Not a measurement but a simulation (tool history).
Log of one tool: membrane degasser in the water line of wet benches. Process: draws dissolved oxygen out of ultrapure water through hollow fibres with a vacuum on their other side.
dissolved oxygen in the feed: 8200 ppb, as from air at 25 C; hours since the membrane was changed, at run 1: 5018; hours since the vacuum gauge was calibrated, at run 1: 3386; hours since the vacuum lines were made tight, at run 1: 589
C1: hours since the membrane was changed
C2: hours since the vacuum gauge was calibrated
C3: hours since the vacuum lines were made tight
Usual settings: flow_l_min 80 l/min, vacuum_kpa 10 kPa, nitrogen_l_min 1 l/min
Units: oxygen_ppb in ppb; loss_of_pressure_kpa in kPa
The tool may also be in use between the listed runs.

{"run": 1, "day": 0.0, "flow_l_min": 80, "vacuum_kpa": 10, "nitrogen_l_min": 1, "C1": 5018, "C2": 3386, "C3": 589, "oxygen_ppb": 869.8, "loss_of_pressure_kpa": 30.12}
{"run": 2, "day": 10.679, "flow_l_min": 80, "vacuum_kpa": 10, "nitrogen_l_min": 1, "C1": 5275, "C2": 3642, "C3": 846, "oxygen_ppb": 871.1, "loss_of_pressure_kpa": 30.1}
{"run": 3, "day": 23.946, "flow_l_min": 80, "vacuum_kpa": 10, "nitrogen_l_min": 1, "C1": 5593, "C2": 3960, "C3": 1164, "oxygen_ppb": 859.6, "loss_of_pressure_kpa": 30.17}
{"run": 4, "day": 35.962, "flow_l_min": 80, "vacuum_kpa": 10, "nitrogen_l_min": 1, "C1": 5882, "C2": 4249, "C3": 1452, "oxygen_ppb": 871.2, "loss_of_pressure_kpa": 29.58}
{"run": 5, "day": 42.358, "flow_l_min": 80, "vacuum_kpa": 10, "nitrogen_l_min": 0.44, "C1": 6035, "C2": 4402, "C3": 1606, "oxygen_ppb": 1350.2, "loss_of_pressure_kpa": 30.27}
{"run": 6, "day": 48.196, "flow_l_min": 80, "vacuum_kpa": 10, "nitrogen_l_min": 0.44, "C1": 6175, "C2": 4542, "C3": 1746, "oxygen_ppb": 1381, "loss_of_pressure_kpa": 30.48}
{"run": 7, "day": 61.521, "flow_l_min": 80, "vacuum_kpa": 10, "nitrogen_l_min": 0.44, "C1": 6495, "C2": 4862, "C3": 2066, "oxygen_ppb": 1370.3, "loss_of_pressure_kpa": 30.12}
{"run": 8, "day": 75.046, "flow_l_min": 80, "vacuum_kpa": 10, "nitrogen_l_min": 1, "C1": 6820, "C2": 5187, "C3": 2390, "oxygen_ppb": 860.9, "loss_of_pressure_kpa": 30.2}
{"run": 9, "day": 85.758, "flow_l_min": 80, "vacuum_kpa": 10, "nitrogen_l_min": 1, "C1": 7077, "C2": 5444, "C3": 2648, "oxygen_ppb": 879.5, "loss_of_pressure_kpa": 30.52}
{"run": 10, "day": 93.358, "flow_l_min": 80, "vacuum_kpa": 10, "nitrogen_l_min": 1, "C1": 7259, "C2": 5626, "C3": 2830, "oxygen_ppb": 895.2, "loss_of_pressure_kpa": 30.59}
{"run": 11, "day": 100.158, "flow_l_min": 80, "vacuum_kpa": 10, "nitrogen_l_min": 1, "C1": 7422, "C2": 5789, "C3": 2993, "oxygen_ppb": 902, "loss_of_pressure_kpa": 30.34}
{"run": 12, "day": 107.271, "flow_l_min": 97, "vacuum_kpa": 10, "nitrogen_l_min": 1, "C1": 7593, "C2": 5960, "C3": 3164, "oxygen_ppb": 986.6, "loss_of_pressure_kpa": 36.95}
{"run": 13, "day": 119.883, "flow_l_min": 80, "vacuum_kpa": 10, "nitrogen_l_min": 1, "C1": 7896, "C2": 6263, "C3": 3467, "oxygen_ppb": 896.8, "loss_of_pressure_kpa": 30.23}
{"run": 14, "day": 129.512, "flow_l_min": 80, "vacuum_kpa": 8.6, "nitrogen_l_min": 1, "C1": 8127, "C2": 6494, "C3": 3698, "oxygen_ppb": 723.7, "loss_of_pressure_kpa": 30.95}
{"run": 15, "day": 137.375, "flow_l_min": 80, "vacuum_kpa": 8.6, "nitrogen_l_min": 1, "C1": 8315, "C2": 6683, "C3": 3886, "oxygen_ppb": 723.9, "loss_of_pressure_kpa": 30.78}
{"run": 16, "day": 149.658, "flow_l_min": 80, "vacuum_kpa": 8.6, "nitrogen_l_min": 1, "C1": 8610, "C2": 6977, "C3": 4181, "oxygen_ppb": 735.2, "loss_of_pressure_kpa": 30.81}
{"run": 17, "day": 161.946, "flow_l_min": 55, "vacuum_kpa": 13.2, "nitrogen_l_min": 0.74, "C1": 8905, "C2": 7272, "C3": 4476, "oxygen_ppb": 1167.8, "loss_of_pressure_kpa": 20.99}
{"run": 18, "day": 175.383, "flow_l_min": 89, "vacuum_kpa": 24.5, "nitrogen_l_min": 0.48, "C1": 9228, "C2": 7595, "C3": 4799, "oxygen_ppb": 3460.2, "loss_of_pressure_kpa": 34.29}
{"run": 19, "day": 183.917, "flow_l_min": 80, "vacuum_kpa": 11.9, "nitrogen_l_min": 1, "C1": 9432, "C2": 7800, "C3": 5003, "oxygen_ppb": 1116.7, "loss_of_pressure_kpa": 30.82}

Run 20 comes next. What will it give?
{"day": 188.825, "done": "vacuum gauge calibrated"}
{"run": 20, "day": 190.958, "flow_l_min": 80, "vacuum_kpa": 11.9, "nitrogen_l_min": 1, "C1": 9601, "C2": 51, "C3": 5172, "oxygen_ppb": "?", "loss_of_pressure_kpa": "?"}

oxygen_ppb: 1064.4 ppb
loss_of_pressure_kpa: 31 kPa
Without the tool's hidden state the same run would have given oxygen_ppb 1062.8 ppb, loss_of_pressure_kpa 29.23 kPa.
